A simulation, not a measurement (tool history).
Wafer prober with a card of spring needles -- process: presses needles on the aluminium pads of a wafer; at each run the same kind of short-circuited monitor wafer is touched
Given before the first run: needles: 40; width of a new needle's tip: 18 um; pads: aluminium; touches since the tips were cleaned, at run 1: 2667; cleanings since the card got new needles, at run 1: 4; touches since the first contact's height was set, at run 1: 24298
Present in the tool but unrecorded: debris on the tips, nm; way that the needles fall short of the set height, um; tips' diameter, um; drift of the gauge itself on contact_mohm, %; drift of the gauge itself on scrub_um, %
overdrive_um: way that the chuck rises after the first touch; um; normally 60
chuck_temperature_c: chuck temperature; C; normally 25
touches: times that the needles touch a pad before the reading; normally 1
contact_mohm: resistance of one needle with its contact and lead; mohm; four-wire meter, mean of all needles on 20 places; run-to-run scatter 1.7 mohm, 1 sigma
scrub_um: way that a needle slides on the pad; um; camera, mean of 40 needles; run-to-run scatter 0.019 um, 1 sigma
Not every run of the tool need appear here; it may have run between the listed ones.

| run | day | overdrive_um | chuck_temperature_c | touches | touches since the tips were cleaned | cleanings since the card got new needles | touches since the first contact's height was set | contact_mohm | scrub_um |
|---|---|---|---|---|---|---|---|---|---|
| 1 | 0.000 | 60 | 25 | 1 | 2667 | 4 | 24298 | 233 | 10.08 |
|  | 0.371 | tips cleaned on abrasive film |
| 2 | 0.371 | 60 | 25 | 1 | 0 | 5 | 25971 | 261 | 10.05 |
| 3 | 0.704 | 60 | 25 | 1 | 1521 | 5 | 27492 | 268 | 10.03 |
| 4 | 1.054 | 60 | 25 | 2 | 3109 | 5 | 29080 | 233 | 10.02 |
| 5 | 1.258 | 60 | 25 | 2 | 4036 | 5 | 30007 | 231 | 10.01 |
|  | 1.342 | tips cleaned on abrasive film |
| 6 | 1.738 | 60 | 25 | 1 | 1804 | 6 | 32162 | 218 | 10.02 |
|  | 2.029 | tips cleaned on abrasive film, once more |
| 7 | 2.029 | 60 | 25 | 1 | 0 | 7 | 33471 | 174 | 10.02 |
| 8 | 2.262 | 60 | 39 | 1 | 1068 | 7 | 34539 | 204 | 9.99 |
| 9 | 2.633 | 60 | 39 | 1 | 2751 | 7 | 36222 | 232 | 9.99 |
|  | 3.000 | tips cleaned on abrasive film |
| 10 | 3.000 | 72 | 39 | 2 | 0 | 8 | 37878 | 171 | 12.01 |
| 11 | 3.325 | 60 | 50 | 2 | 1481 | 8 | 39359 | 201 | 9.99 |
| 12 | 3.621 | 60 | 50 | 2 | 2822 | 8 | 40700 | 209 | 9.97 |
|  | 3.962 | tips cleaned on abrasive film |
| 13 | 4.075 | 42 | 33 | 3 | 512 | 9 | 42750 | 188 | 6.92 |
| 14 | 4.275 | 60 | 113 | 1 | 1420 | 9 | 43658 | 227 | 9.93 |
| 15 | 4.633 | 47 | 35 | 1 | 3051 | 9 | 45289 | 280 | 7.75 |
|  | 4.917 | tips cleaned on abrasive film |
| 16 | 4.917 | 70 | 35 | 1 | 0 | 10 | 46570 | 173 | 11.65 |

A few steps of contact_mohm between consecutive runs. Split each: what settings, incoming material and random variation would produce without the hidden state, and what is left over for the hidden state, along with gauge scatter present in only one of the two compared results (measured, and without hidden state):
Run 15 -> 16: overdrive_um 47 -> 70, tips cleaned on abrasive film. contact_mohm -107 mohm: hidden state -103, all else -4.

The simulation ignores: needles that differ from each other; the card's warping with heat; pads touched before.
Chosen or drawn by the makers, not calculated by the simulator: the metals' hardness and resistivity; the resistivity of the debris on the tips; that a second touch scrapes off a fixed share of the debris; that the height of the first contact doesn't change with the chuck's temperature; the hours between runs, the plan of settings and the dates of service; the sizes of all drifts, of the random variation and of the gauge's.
